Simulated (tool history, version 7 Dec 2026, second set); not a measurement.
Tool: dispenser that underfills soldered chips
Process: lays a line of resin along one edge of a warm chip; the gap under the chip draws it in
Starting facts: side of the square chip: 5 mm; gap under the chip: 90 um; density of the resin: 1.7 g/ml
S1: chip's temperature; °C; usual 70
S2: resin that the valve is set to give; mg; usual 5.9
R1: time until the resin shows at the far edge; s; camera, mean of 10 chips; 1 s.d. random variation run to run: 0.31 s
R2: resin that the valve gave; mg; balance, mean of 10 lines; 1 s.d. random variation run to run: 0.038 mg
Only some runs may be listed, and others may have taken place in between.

run 1 hour=0 | S1=70 S2=5.9 | R1=6.1 R2=5.78
-- hour=9.3 new syringe of resin
run 2 hour=12 | S1=70 S2=5.9 | R1=6.7 R2=5.71
-- hour=18.2 new syringe of resin
run 3 hour=18.7 | S1=60 S2=5.9 | R1=11 R2=5.73
run 4 hour=25.9 | S1=70 S2=5.9 | R1=7.9 R2=5.69
-- hour=28 new syringe of resin
-- hour=37.3 new syringe of resin
run 5 hour=39.3 | S1=70 S2=5.9 | R1=7.2 R2=5.63
run 6 hour=45.3 | S1=70 S2=5.9 | R1=8.1 R2=5.62
-- hour=46.3 new syringe of resin
-- hour=55.6 new syringe of resin
run 7 hour=59.1 | S1=70 S2=5.9 | R1=7.1 R2=5.5
-- hour=64.9 new syringe of resin
run 8 hour=72.1 | S1=58 S2=5.9 | R1=16.2 R2=5.51
-- hour=74.3 new syringe of resin
-- hour=80.6 dispensing valve cleaned and set on the balance
run 9 hour=80.9 | S1=58 S2=5.9 | R1=14.2 R2=5.94
-- hour=84.8 new syringe of resin
run 10 hour=89.7 | S1=58 S2=5.9 | R1=14.3 R2=5.83
-- hour=94.4 new syringe of resin
run 11 hour=98.1 | S1=58 S2=5.7 | R1=13.7 R2=5.58
-- hour=103.9 new syringe of resin
run 12 hour=104.2 | S1=58 S2=5.7 | R1=11.8 R2=5.63
-- hour=113.1 new syringe of resin
run 13 hour=114.9 | S1=72 S2=5.34 | R1=5.7 R2=5.3
-- hour=122.2 new syringe of resin
run 14 hour=124.5 | S1=63 S2=5.6 | R1=10 R2=5.48
-- hour=132 new syringe of resin
run 15 hour=135.3 | S1=66 S2=6.58 | R1=8.9 R2=6.31
-- hour=141.2 new syringe of resin
run 16 hour=141.8 | S1=65 S2=5.35 | R1=8.3 R2=5.14
-- hour=150.2 new syringe of resin
run 17 hour=150.6 | S1=65 S2=5.35 | R1=8.8 R2=5.1
-- hour=159.5 new syringe of resin
run 18 hour=163.3 | S1=65 S2=5.35 | R1=9.4 R2=5.05
-- hour=169.3 new syringe of resin
run 19 hour=175 | S1=75 S2=6.22 | R1=5.9 R2=5.85
-- hour=178.7 new syringe of resin
-- hour=188 new syringe of resin
run 20 hour=188 | S1=55 S2=5.9 | R1=14.7 R2=5.47
-- hour=198 new syringe of resin
run 21 hour=198.4 | S1=67 S2=5.14 | R1=7.7 R2=4.71
-- hour=199.9 dispensing valve cleaned and set on the balance
-- hour=208.6 new syringe of resin
run 22 hour=209.1 | S1=59 S2=5.81 | R1=12.3 R2=5.73

For some of the steps in R1 from one run to the next: how much would appear even if the tool had no hidden state, given the settings, what came in and random variation, and how much remains for the hidden state plus any gauge scatter that the measured result and the result without hidden state don't share?
Hidden state at play: resin's viscosity, % of fresh resin's; dose that the valve gives, % of what is set; true chip temperature over the reading, C; drift of the gauge itself on fill_s, %; drift of the gauge itself on given_mg, %.
Run 5 -> 6: no setting touched and nothing written in the log between the runs. R1 +0.9 s: hidden state +1.6, all else -0.7.
Run 7 -> 8: S1 70 -> 58, new syringe of resin. R1 +9.1 s: hidden state +3.4, all else +5.7.
Run 19 -> 20: S1 75 -> 55, S2 6.22 -> 5.9, new syringe of resin, new syringe of resin. R1 +8.8 s: hidden state -0.2, all else +9.

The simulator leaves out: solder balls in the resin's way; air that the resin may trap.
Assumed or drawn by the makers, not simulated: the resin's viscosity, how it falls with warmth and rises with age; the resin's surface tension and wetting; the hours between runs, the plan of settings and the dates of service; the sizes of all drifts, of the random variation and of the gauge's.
